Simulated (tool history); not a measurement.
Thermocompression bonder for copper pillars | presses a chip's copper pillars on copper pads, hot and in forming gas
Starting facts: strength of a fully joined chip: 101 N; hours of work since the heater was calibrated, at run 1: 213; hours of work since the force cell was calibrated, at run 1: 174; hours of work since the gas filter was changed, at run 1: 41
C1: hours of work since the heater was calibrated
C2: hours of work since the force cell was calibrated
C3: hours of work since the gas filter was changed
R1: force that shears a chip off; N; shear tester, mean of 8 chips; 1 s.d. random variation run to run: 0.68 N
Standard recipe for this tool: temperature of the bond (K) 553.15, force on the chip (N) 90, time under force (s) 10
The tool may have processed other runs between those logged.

{"run": 1, "day": 0.0, "temperature of the bond (K)": 553.15, "force on the chip (N)": 90, "time under force (s)": 10, "C1": 213, "C2": 174, "C3": 41, "R1": 44}
{"run": 2, "day": 0.304, "temperature of the bond (K)": 553.15, "force on the chip (N)": 90, "time under force (s)": 10, "C1": 217, "C2": 178, "C3": 45, "R1": 44.1}
{"run": 3, "day": 0.638, "temperature of the bond (K)": 553.15, "force on the chip (N)": 90, "time under force (s)": 10, "C1": 222, "C2": 183, "C3": 50, "R1": 43.5}
{"run": 4, "day": 1.012, "temperature of the bond (K)": 553.15, "force on the chip (N)": 90, "time under force (s)": 10, "C1": 228, "C2": 189, "C3": 56, "R1": 43.6}
{"run": 5, "day": 1.333, "temperature of the bond (K)": 553.15, "force on the chip (N)": 90, "time under force (s)": 10, "C1": 232, "C2": 193, "C3": 60, "R1": 42.6}
{"run": 6, "day": 1.667, "temperature of the bond (K)": 553.15, "force on the chip (N)": 69, "time under force (s)": 10, "C1": 237, "C2": 198, "C3": 65, "R1": 33.5}
{"run": 7, "day": 1.838, "temperature of the bond (K)": 553.15, "force on the chip (N)": 69, "time under force (s)": 10, "C1": 239, "C2": 201, "C3": 68, "R1": 34.7}
{"run": 8, "day": 2.229, "temperature of the bond (K)": 553.15, "force on the chip (N)": 90, "time under force (s)": 10, "C1": 245, "C2": 206, "C3": 73, "R1": 44}
{"run": 9, "day": 2.462, "temperature of the bond (K)": 553.15, "force on the chip (N)": 90, "time under force (s)": 17, "C1": 249, "C2": 210, "C3": 77, "R1": 53.1}
{"run": 10, "day": 2.775, "temperature of the bond (K)": 553.15, "force on the chip (N)": 90, "time under force (s)": 17, "C1": 253, "C2": 214, "C3": 81, "R1": 51}
{"run": 11, "day": 3.121, "temperature of the bond (K)": 553.15, "force on the chip (N)": 62, "time under force (s)": 11, "C1": 258, "C2": 219, "C3": 86, "R1": 30.7}
{"day": 3.221, "done": "force cell calibrated"}
{"run": 12, "day": 3.442, "temperature of the bond (K)": 582.15, "force on the chip (N)": 62, "time under force (s)": 11, "C1": 262, "C2": 3, "C3": 90, "R1": 42.6}
{"run": 13, "day": 3.667, "temperature of the bond (K)": 553.15, "force on the chip (N)": 96, "time under force (s)": 10, "C1": 265, "C2": 6, "C3": 93, "R1": 43.4}
{"run": 14, "day": 3.892, "temperature of the bond (K)": 544.15, "force on the chip (N)": 109, "time under force (s)": 23, "C1": 268, "C2": 10, "C3": 96, "R1": 59}
{"run": 15, "day": 4.125, "temperature of the bond (K)": 580.15, "force on the chip (N)": 78, "time under force (s)": 10, "C1": 272, "C2": 13, "C3": 100, "R1": 49}
{"run": 16, "day": 4.388, "temperature of the bond (K)": 568.15, "force on the chip (N)": 54, "time under force (s)": 14, "C1": 276, "C2": 17, "C3": 104, "R1": 36.3}
{"run": 17, "day": 4.612, "temperature of the bond (K)": 546.15, "force on the chip (N)": 54, "time under force (s)": 28, "C1": 279, "C2": 20, "C3": 107, "R1": 35.1}
{"run": 18, "day": 4.821, "temperature of the bond (K)": 553.15, "force on the chip (N)": 69, "time under force (s)": 6, "C1": 282, "C2": 23, "C3": 110, "R1": 26.5}
{"day": 4.95, "done": "force cell calibrated, once more"}
{"run": 19, "day": 5.238, "temperature of the bond (K)": 553.15, "force on the chip (N)": 90, "time under force (s)": 18, "C1": 287, "C2": 4, "C3": 115, "R1": 52.2}

Consider 4 possible next runs. They are alternatives, not a sequence: every one starts from the tool as it was left by run 19. What does each give?
{"run": "A", "day": 5.542, "temperature of the bond (K)": 553.15, "force on the chip (N)": 100, "time under force (s)": 18, "C1": 291, "C2": 9, "C3": 120, "R1": "?"}
{"run": "B", "day": 5.542, "temperature of the bond (K)": 530.15, "force on the chip (N)": 119, "time under force (s)": 19, "C1": 291, "C2": 9, "C3": 120, "R1": "?"}
{"run": "C", "day": 5.542, "temperature of the bond (K)": 547.15, "force on the chip (N)": 70, "time under force (s)": 7, "C1": 291, "C2": 9, "C3": 120, "R1": "?"}
{"run": "D", "day": 5.542, "temperature of the bond (K)": 574.15, "force on the chip (N)": 122, "time under force (s)": 22, "C1": 291, "C2": 9, "C3": 120, "R1": "?"}

run=A R1=56.6
run=B R1=52.1
run=C R1=27.7
run=D R1=78.6
The same runs, with their run-to-run variation unchanged, on a tool lacking any hidden condition would have given:
run=A R1=60.2
run=B R1=55.8
run=C R1=29.9
run=D R1=81.7
